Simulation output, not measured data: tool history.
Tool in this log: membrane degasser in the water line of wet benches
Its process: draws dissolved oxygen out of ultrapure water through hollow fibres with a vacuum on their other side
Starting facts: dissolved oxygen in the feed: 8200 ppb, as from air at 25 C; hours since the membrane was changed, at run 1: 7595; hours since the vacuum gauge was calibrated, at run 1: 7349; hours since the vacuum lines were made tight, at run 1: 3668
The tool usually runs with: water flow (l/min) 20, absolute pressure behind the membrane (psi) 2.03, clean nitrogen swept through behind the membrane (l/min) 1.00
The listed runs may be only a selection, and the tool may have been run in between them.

run,hour,water flow (l/min),absolute pressure behind the membrane (psi),clean nitrogen swept through behind the membrane (l/min),hours since the membrane was changed,hours since the vacuum gauge was calibrated,hours since the vacuum lines were made tight,dissolved oxygen in the water behind the degasser (ppb),pressure that the water loses in the fibres (psi)
1,0.0,20,2.03,1.00,7595,7349,3668,486.7,10.502
2,204.2,20,1.61,1.00,7799,7553,3873,370.9,10.440
3,314.6,20,1.99,1.00,7909,7663,3983,473.3,10.460
4,468.9,20,1.99,1.00,8064,7818,4137,474.7,10.508
5,679.8,20,1.99,1.00,8274,8029,4348,477.6,10.538
6,857.4,20,2.03,1.00,8452,8206,4526,489.6,10.559
7,974.8,20,2.03,1.00,8569,8324,4643,490.0,10.489
8,1089.3,20,2.03,1.00,8684,8438,4758,492.6,10.515
# hour 1125.8: vacuum gauge calibrated
9,1266.4,20,2.03,1.00,8860,141,4934,466.3,10.546
10,1385.4,20,2.60,1.00,8979,260,5053,627.7,10.563
# hour 1422.3: seals of the vacuum lines changed
11,1619.6,20,2.60,1.00,9212,492,197,615.4,10.607
12,1839.3,20,2.38,1.00,9431,712,417,562.3,10.644
13,2021.6,16,2.03,2.35,9614,894,599,176.8,8.448
14,2274.0,19,3.07,2.25,9866,1146,852,355.1,10.076
15,2495.4,20,4.00,1.00,10087,1368,1073,967.4,10.675
16,2696.4,24,2.92,2.23,10288,1569,1274,418.2,12.734
17,2809.5,14,4.87,0.65,10402,1682,1387,1277.3,7.467
18,2922.8,14,4.87,0.65,10515,1795,1501,1242.4,7.406
19,3078.2,16,1.90,2.79,10670,1950,1656,139.5,8.505
20,3319.1,20,1.90,2.28,10911,2191,1897,208.2,10.681
21,3483.8,20,1.90,2.28,11076,2356,2062,211.5,10.646
22,3606.9,14,3.16,1.82,11199,2479,2185,337.8,7.482
23,3735.4,20,2.03,1.35,11328,2608,2313,364.5,10.675

Each run again, without the hidden state but with its own random variation kept:
Hidden state present: membrane still open, %; true pressure behind the membrane over the reading, kPa; air that leaks in behind the membrane, l/min; drift of the gauge itself on oxygen_ppb, %; drift of the gauge itself on loss_of_pressure_kpa, %.
run,dissolved oxygen in the water behind the degasser (ppb),pressure that the water loses in the fibres (psi)
1,460.7,10.100
2,344.4,10.031
3,446.3,10.044
4,447.1,10.082
5,449.1,10.100
6,460.4,10.111
7,460.4,10.037
8,462.4,10.057
9,462.3,10.077
10,621.5,10.089
11,613.8,10.118
12,560.1,10.142
13,175.4,8.042
14,352.0,9.580
15,961.5,10.140
16,412.3,12.082
17,1267.4,7.081
18,1232.1,7.018
19,136.8,8.052
20,203.5,10.102
21,206.5,10.058
22,331.7,7.066
23,356.9,10.074
